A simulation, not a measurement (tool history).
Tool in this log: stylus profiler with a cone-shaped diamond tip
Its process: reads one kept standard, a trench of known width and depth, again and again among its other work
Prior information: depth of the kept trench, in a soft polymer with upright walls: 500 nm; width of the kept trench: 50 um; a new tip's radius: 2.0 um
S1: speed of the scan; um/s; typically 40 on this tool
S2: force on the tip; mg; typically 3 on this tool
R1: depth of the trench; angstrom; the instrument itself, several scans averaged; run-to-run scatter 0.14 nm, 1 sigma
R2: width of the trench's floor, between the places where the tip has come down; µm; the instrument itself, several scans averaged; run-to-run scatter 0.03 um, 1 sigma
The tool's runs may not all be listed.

run	hour	S1	S2	R1	R2
1	0	40	3	5066.9	47.12
2	23	137	3	5069.6	46.63
3	45.3	137	3	5069.3	46.58
4	74.4	40	3	5069.4	47.12
5	100.3	40	3	5066.1	47.05
6	127.9	40	3	5069.5	47.08
7	153.5	40	3	5070.1	47.06
8	183	40	3	5071	47.02
9	205	40	3	5071.7	47.09
10	230.3	40	3	5068.8	47.06
11	257.2	40	3	5071.6	47.04
12	274.1	40	3	5069.9	47.02
13	295.2	37	3	5069.6	47.06
14	312	90	3	5071.5	46.82
15	338.1	90	3	5071.4	46.75
16	363.8	90	3	5071.1	46.74
17	380.2	41	3	5073.4	46.96
18	405.7	28	3.45	5077.9	47.06
# hour 409.1: height scale calibrated on a step standard
19	431.7	40	2.26	5062.5	47.05
20	447.2	13	5.52	5103.3	47.15
21	469.3	13	5.52	5105.8	47.14
22	490.4	35	1.85	5059.6	46.95
# hour 513.6: height scale calibrated on a step standard, once more
23	528.4	35	1.85	5045.8	47
24	546.2	35	1.85	5044.2	46.97
25	572.3	19	8.76	5121.3	47.12
26	605	27	3.9	5071	47.03
27	630.9	27	3.9	5072.2	47.02

Same runs, no hidden state in the tool, same run-to-run variation:
The tool's hidden condition here consists of: radius of the tip, um; height scale over the true one, %; drift of the gauge itself on depth_nm, %; drift of the gauge itself on floor_um, %.
run	R1	R2
1	5057.6	47.2
2	5060.1	46.71
3	5059.5	46.67
4	5059.3	47.22
5	5055.7	47.15
6	5058.8	47.18
7	5059.1	47.17
8	5059.7	47.14
9	5060.2	47.21
10	5057	47.19
11	5059.5	47.17
12	5057.7	47.15
13	5057.2	47.2
14	5058.9	46.95
15	5058.6	46.89
16	5058	46.89
17	5060.1	47.11
18	5064.3	47.21
19	5047.1	47.21
20	5087.7	47.31
21	5090	47.3
22	5043.7	47.12
23	5044.7	47.17
24	5043	47.15
25	5119.8	47.31
26	5069.1	47.22
27	5070.1	47.22

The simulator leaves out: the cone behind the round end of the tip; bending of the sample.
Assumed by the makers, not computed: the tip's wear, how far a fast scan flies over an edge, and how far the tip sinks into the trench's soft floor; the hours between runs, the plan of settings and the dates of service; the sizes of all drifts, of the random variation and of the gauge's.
